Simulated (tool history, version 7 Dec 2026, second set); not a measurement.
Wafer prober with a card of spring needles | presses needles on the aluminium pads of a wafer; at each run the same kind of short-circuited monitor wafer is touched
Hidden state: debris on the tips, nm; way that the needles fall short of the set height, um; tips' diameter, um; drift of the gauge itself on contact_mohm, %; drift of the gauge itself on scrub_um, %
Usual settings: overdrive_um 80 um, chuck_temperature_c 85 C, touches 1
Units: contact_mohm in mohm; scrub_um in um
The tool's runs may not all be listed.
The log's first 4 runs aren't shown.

run	hour	overdrive_um	chuck_temperature_c	touches	touches since the tips were cleaned	cleanings since the card got new needles	touches since the first contact's height was set	contact_mohm	scrub_um
# hour 29.8: tips cleaned on abrasive film
5	33.5	80	46	1	2027	28	97818	192	12.02
# hour 36.1: tips cleaned on abrasive film
6	38.4	80	46	1	1257	29	100423	192	12.03
# hour 42.5: tips cleaned on abrasive film
7	42.8	80	46	1	159	30	102781	189	11.94
8	46.7	80	46	1	2301	30	104923	191	11.93
# hour 48.3: tips cleaned on abrasive film
9	52	80	85	1	1989	31	107743	200	11.93
# hour 54.3: tips cleaned on abrasive film
10	57.2	80	85	1	1545	32	110535	199	12
# hour 60.5: tips cleaned on abrasive film
11	65.4	80	85	1	2691	33	115000	197	11.99
# hour 66.2: tips cleaned on abrasive film
12	71	80	85	1	2640	34	118024	198	11.96
# hour 71.9: tips cleaned on abrasive film
13	76.2	80	85	1	2352	35	120814	200	11.96
# hour 77.7: tips cleaned on abrasive film
14	82.5	80	85	1	2633	36	124177	203	12.01
# hour 83.3: tips cleaned on abrasive film
# hour 89.1: tips cleaned on abrasive film
15	90.7	80	85	1	848	38	128560	200	11.96
# hour 94.7: tips cleaned on abrasive film
16	96.3	74	31	1	838	39	131556	192	11.08
# hour 100.6: tips cleaned on abrasive film
17	102.4	74	31	1	1002	40	134859	186	11.11
# hour 106.8: tips cleaned on abrasive film
18	110.7	74	31	1	2151	41	139348	186	11.06
# hour 112.5: tips cleaned on abrasive film
# hour 118.3: tips cleaned on abrasive film
19	118.7	74	31	1	215	43	143634	190	11.07
# hour 124.6: tips cleaned on abrasive film
20	124.8	74	31	1	78	44	146886	189	11.06
# hour 130.3: tips cleaned on abrasive film
21	132.6	97	56	1	1267	45	151123	189	14.51
# hour 136.6: tips cleaned on abrasive film
22	136.7	80	59	2	54	46	153302	194	11.99

The next listed run, before its measurement:
# hour 142.2: tips cleaned on abrasive film
# hour 142.5: height of the first contact set anew
23	144.9	80	76	2	1297	47	1297	?	?

Run 23 gave contact_mohm 199 mohm, scrub_um 11.97 um.
Without the tool's hidden state the same run would have given contact_mohm 198 mohm, scrub_um 11.97 um.

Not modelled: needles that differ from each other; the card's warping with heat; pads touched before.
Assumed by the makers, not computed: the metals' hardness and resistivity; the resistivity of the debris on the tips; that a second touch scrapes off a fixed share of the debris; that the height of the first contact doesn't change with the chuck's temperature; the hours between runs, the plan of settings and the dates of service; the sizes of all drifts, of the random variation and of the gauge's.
